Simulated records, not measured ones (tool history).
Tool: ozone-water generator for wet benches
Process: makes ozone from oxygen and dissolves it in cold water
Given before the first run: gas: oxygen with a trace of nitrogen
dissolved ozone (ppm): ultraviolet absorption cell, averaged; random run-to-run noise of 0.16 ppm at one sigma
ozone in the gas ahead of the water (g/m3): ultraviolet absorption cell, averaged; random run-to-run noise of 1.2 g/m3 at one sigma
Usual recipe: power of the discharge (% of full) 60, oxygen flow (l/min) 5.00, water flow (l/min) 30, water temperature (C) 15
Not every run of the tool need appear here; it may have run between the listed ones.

run   hour  power of the discharge (% of full)  oxygen flow (l/min)  water flow (l/min)  water temperature (C)  dissolved ozone (ppm)  ozone in the gas ahead of the water (g/m3)
  1    0.0                                  60                 5.00                  30                     15                   20.2                                       225.1
  2   24.7                                  60                 5.00                  30                     22                   18.3                                       223.5
  3   58.9                                  60                 5.00                  30                     22                   18.4                                       224.3
  4   75.1                                  60                 5.00                  30                      7                   21.6                                       224.3
  5   91.1                                  60                 5.00                  30                      7                   21.6                                       223.8
  6  119.7                                  60                 5.00                  30                     15                   19.6                                       224.1
  7  140.9                                  60                 5.00                  34                     15                   18.2                                       226.1
  8  159.8                                  60                 5.00                  30                     15                   20.2                                       223.0
  9  181.7                                  60                 5.00                  30                     15                   19.7                                       226.8
 10  197.2                                  60                 3.69                  40                     15                   14.9                                       276.5
 11  213.0                                  97                 5.26                  30                     23                   28.5                                       343.7
 12  246.6                                  68                 5.00                  25                     22                   23.8                                       251.2
 13  274.2                                  46                 3.43                  38                     16                   12.1                                       224.5
 14  290.3                                  46                 3.43                  40                     16                   11.7                                       222.4
 15  322.5                                  46                 3.43                  40                     16                   11.6                                       225.2
 16  339.7                                  60                 5.00                  21                     15                   26.0                                       226.4
 17  360.6                                  60                 5.00                  21                     15                   25.9                                       224.6
 18  390.0                                  56                 5.00                  41                      9                   15.0                                       210.2

Here are 3 independent what-if runs from the current tool condition. What would each one return?
  A  407.1                                  60                 3.02                  24                     15                      ?                                           ?
  B  407.1                                  60                 5.77                  24                     15                      ?                                           ?
  C  407.1                                  60                 3.73                  30                     11                      ?                                           ?

run  dissolved ozone (ppm)  ozone in the gas ahead of the water (g/m3)
  A                   23.3                                       314.6
  B                   23.6                                       204.4
  C                   20.2                                       273.0
Without the tool's unlogged condition, the same runs would have read:
run  dissolved ozone (ppm)  ozone in the gas ahead of the water (g/m3)
  A                   23.3                                       314.7
  B                   23.6                                       204.5
  C                   20.2                                       273.1

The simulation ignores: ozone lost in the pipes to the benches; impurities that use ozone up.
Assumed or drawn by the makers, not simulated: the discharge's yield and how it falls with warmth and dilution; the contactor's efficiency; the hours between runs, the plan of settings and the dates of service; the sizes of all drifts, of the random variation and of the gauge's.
